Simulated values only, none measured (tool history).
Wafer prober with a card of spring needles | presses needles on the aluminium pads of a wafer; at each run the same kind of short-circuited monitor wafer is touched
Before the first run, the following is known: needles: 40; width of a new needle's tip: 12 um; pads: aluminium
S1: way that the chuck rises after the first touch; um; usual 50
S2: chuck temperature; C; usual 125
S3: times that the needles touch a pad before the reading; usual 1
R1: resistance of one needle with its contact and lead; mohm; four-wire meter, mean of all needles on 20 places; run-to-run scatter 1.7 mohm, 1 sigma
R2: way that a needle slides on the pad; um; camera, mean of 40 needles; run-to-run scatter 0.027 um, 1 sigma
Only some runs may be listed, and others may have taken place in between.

run,day,S1,S2,S3,R1,R2
1,0,50,125,1,164,9.04
# day 0.154: tips cleaned on abrasive film
# day 0.333: tips cleaned on abrasive film
# day 0.488: tips cleaned on abrasive film
2,0.488,50,125,1,165,9.09
# day 0.667: tips cleaned on abrasive film
# day 0.829: tips cleaned on abrasive film
# day 0.992: tips cleaned on abrasive film
3,0.992,50,125,1,163,9.05
# day 1.179: tips cleaned on abrasive film
4,1.242,50,125,1,169,9.02
# day 1.35: tips cleaned on abrasive film
# day 1.517: tips cleaned on abrasive film
# day 1.642: height of the first contact set anew
# day 1.704: tips cleaned on abrasive film
5,1.812,50,125,1,168,9.1
# day 1.879: tips cleaned on abrasive film
# day 2.046: tips cleaned on abrasive film
6,2.088,50,125,1,164,9.07
# day 2.229: tips cleaned on abrasive film
# day 2.388: tips cleaned on abrasive film
7,2.438,50,125,1,168,9.05
# day 2.571: tips cleaned on abrasive film
# day 2.767: tips cleaned on abrasive film
8,2.833,50,125,1,166,9.05
# day 2.933: tips cleaned on abrasive film
# day 3.117: tips cleaned on abrasive film
# day 3.308: tips cleaned on abrasive film
9,3.383,46,125,1,168,8.31
# day 3.5: tips cleaned on abrasive film
10,3.625,46,125,1,167,8.34
# day 3.692: tips cleaned on abrasive film
# day 3.883: tips cleaned on abrasive film
# day 4.046: tips cleaned on abrasive film
11,4.154,46,125,1,165,8.25
# day 4.217: tips cleaned on abrasive film
# day 4.383: tips cleaned on abrasive film
# day 4.562: tips cleaned on abrasive film
12,4.625,64,104,1,159,11.61
# day 4.725: tips cleaned on abrasive film
# day 4.879: tips cleaned on abrasive film
13,4.933,64,104,1,158,11.55
# day 5.042: tips cleaned on abrasive film
# day 5.2: tips cleaned on abrasive film
# day 5.371: tips cleaned on abrasive film
14,5.425,69,125,1,163,12.47
# day 5.529: tips cleaned on abrasive film
# day 5.717: tips cleaned on abrasive film
15,5.804,69,125,1,157,12.42
# day 5.904: tips cleaned on abrasive film
# day 6.062: tips cleaned on abrasive film
16,6.204,47,63,1,157,8.52
# day 6.246: tips cleaned on abrasive film
# day 6.421: tips cleaned on abrasive film
# day 6.583: tips cleaned on abrasive film
# day 6.738: tips cleaned on abrasive film
17,6.771,33,59,2,163,5.95
# day 6.921: tips cleaned on abrasive film
18,7.038,33,59,2,159,5.94
# day 7.079: tips cleaned on abrasive film
# day 7.262: tips cleaned on abrasive film
# day 7.421: tips cleaned on abrasive film
# day 7.592: tips cleaned on abrasive film
19,7.592,51,82,3,157,9.18

Below, some changes in R2 between adjacent runs. For each, the amount present without the hidden state too (settings, incoming material, random variation) and the amount remaining for the hidden state with gauge scatter not shared by both compared results:
Unlogged tool condition in this case: debris on the tips, nm; way that the needles fall short of the set height, um; tips' diameter, um; drift of the gauge itself on contact_mohm, %; drift of the gauge itself on scrub_um, %.
Run 11 -> 12: S1 46 -> 64, S2 125 -> 104, tips cleaned on abrasive film, tips cleaned on abrasive film, tips cleaned on abrasive film. R2 +3.36 um: hidden state -0.03, all else +3.39.
Run 15 -> 16: S1 69 -> 47, S2 125 -> 63, tips cleaned on abrasive film, tips cleaned on abrasive film. R2 -3.9 um: hidden state +0.03, all else -3.93.
